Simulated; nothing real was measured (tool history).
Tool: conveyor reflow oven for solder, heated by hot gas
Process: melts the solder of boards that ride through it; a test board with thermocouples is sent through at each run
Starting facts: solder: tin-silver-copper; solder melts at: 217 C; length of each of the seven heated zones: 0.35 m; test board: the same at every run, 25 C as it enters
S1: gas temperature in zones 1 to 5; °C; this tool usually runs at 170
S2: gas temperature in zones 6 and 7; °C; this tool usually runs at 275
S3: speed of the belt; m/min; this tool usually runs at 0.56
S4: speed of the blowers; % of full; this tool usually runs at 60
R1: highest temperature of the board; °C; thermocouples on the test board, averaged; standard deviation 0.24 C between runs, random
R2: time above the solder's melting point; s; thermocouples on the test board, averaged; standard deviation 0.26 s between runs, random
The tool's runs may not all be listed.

run,hour,S1,S2,S3,S4,R1,R2
1,0,170,275,0.56,60,258.4,58.4
2,26.5,170,275,0.56,60,258.5,58.4
3,72,170,275,0.56,60,258.8,58.3
4,124.3,170,275,0.56,60,258,58.1
5,156.8,170,275,0.548,60,258.5,60.1
6,183.6,170,275,0.56,60,258.3,58.6
7,220.1,170,275,0.56,60,257.9,58.2
8,241.1,178,275,0.56,60,258.9,61.5
# hour 279.7: flux residue cleaned out of gas plates and filters
9,289.8,170,275,0.56,80,262.6,61.9
10,314.5,170,275,0.56,80,262.6,61.6
11,360.4,170,275,0.56,80,262.3,61.8
12,401.8,170,275,0.56,80,262.4,62
13,449.5,157,275,0.56,60,256.5,53.9
14,495.7,170,284,0.56,60,266.6,63
15,526.3,170,284,0.56,60,266.6,63.5
16,573.2,170,273,0.546,64,258.4,61.1
# hour 585.8: flux residue cleaned out of gas plates and filters
17,605.2,178,273,0.583,64,259,59.8
18,643.8,170,273,0.56,60,258,59
19,679.8,170,273,0.56,60,258.1,59.3
20,705.7,159,275,0.56,51,255.8,53.8
21,751.4,161,279,0.656,51,252,42.8
22,784.5,163,267,0.656,51,242.9,36.1

For run 23, what comes out?
23,824.4,163,279,0.656,51,?,?

R1: 252.4 °C
R2: 43.1 s
With no hidden state in the tool, this same run would have given R1 251.2 °C, R2 41.9 s.
